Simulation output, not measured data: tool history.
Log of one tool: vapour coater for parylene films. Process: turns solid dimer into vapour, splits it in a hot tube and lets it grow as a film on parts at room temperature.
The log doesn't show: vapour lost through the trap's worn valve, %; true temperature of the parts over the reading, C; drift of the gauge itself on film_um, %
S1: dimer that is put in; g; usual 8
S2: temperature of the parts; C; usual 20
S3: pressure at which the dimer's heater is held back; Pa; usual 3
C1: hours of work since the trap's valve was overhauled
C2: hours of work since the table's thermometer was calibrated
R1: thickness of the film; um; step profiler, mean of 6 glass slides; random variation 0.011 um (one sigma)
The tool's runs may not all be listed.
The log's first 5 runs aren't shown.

{"run": 6, "hour": 149.6, "S1": 8, "S2": 20, "S3": 3, "C1": 384, "C2": 293, "R1": 2.35}
{"run": 7, "hour": 173.6, "S1": 8, "S2": 20, "S3": 3, "C1": 394, "C2": 303, "R1": 2.33}
{"run": 8, "hour": 218.1, "S1": 8, "S2": 14, "S3": 3, "C1": 412, "C2": 321, "R1": 2.79}
{"run": 9, "hour": 266.9, "S1": 8, "S2": 14, "S3": 3, "C1": 433, "C2": 341, "R1": 2.8}
{"run": 10, "hour": 306.6, "S1": 6, "S2": 20, "S3": 3, "C1": 449, "C2": 358, "R1": 1.75}
{"hour": 310.9, "done": "table's thermometer calibrated"}
{"hour": 330.0, "done": "trap's valve overhauled"}
{"run": 11, "hour": 360.9, "S1": 8, "S2": 20, "S3": 3, "C1": 13, "C2": 19, "R1": 2.53}
{"run": 12, "hour": 400.9, "S1": 8, "S2": 20, "S3": 3, "C1": 29, "C2": 35, "R1": 2.51}
{"run": 13, "hour": 444.2, "S1": 8, "S2": 20, "S3": 3, "C1": 47, "C2": 53, "R1": 2.5}
{"run": 14, "hour": 485.3, "S1": 8, "S2": 20, "S3": 3, "C1": 64, "C2": 70, "R1": 2.5}
{"hour": 501.2, "done": "table's thermometer calibrated, once more"}
{"run": 15, "hour": 532.7, "S1": 8, "S2": 20, "S3": 3.35, "C1": 83, "C2": 13, "R1": 2.4}
{"run": 16, "hour": 563.1, "S1": 8, "S2": 20, "S3": 4.58, "C1": 96, "C2": 26, "R1": 2.2}
{"run": 17, "hour": 607.8, "S1": 8, "S2": 21, "S3": 3.07, "C1": 114, "C2": 44, "R1": 2.37}
{"run": 18, "hour": 657.4, "S1": 8, "S2": 14, "S3": 3.3, "C1": 135, "C2": 64, "R1": 2.87}
{"run": 19, "hour": 687.9, "S1": 6, "S2": 23, "S3": 3, "C1": 147, "C2": 77, "R1": 1.68}
{"run": 20, "hour": 731.9, "S1": 13, "S2": 20, "S3": 4.15, "C1": 165, "C2": 95, "R1": 3.64}
{"run": 21, "hour": 772.6, "S1": 8, "S2": 27, "S3": 3, "C1": 182, "C2": 112, "R1": 1.94}
{"run": 22, "hour": 813.6, "S1": 8, "S2": 23, "S3": 3, "C1": 199, "C2": 129, "R1": 2.18}

The next listed run, before its measurement:
{"run": 23, "hour": 837.8, "S1": 3, "S2": 20, "S3": 7.4, "C1": 209, "C2": 139, "R1": "?"}

R1: 0.71 um
Without the tool's hidden state the same run would have given R1 0.75 um.

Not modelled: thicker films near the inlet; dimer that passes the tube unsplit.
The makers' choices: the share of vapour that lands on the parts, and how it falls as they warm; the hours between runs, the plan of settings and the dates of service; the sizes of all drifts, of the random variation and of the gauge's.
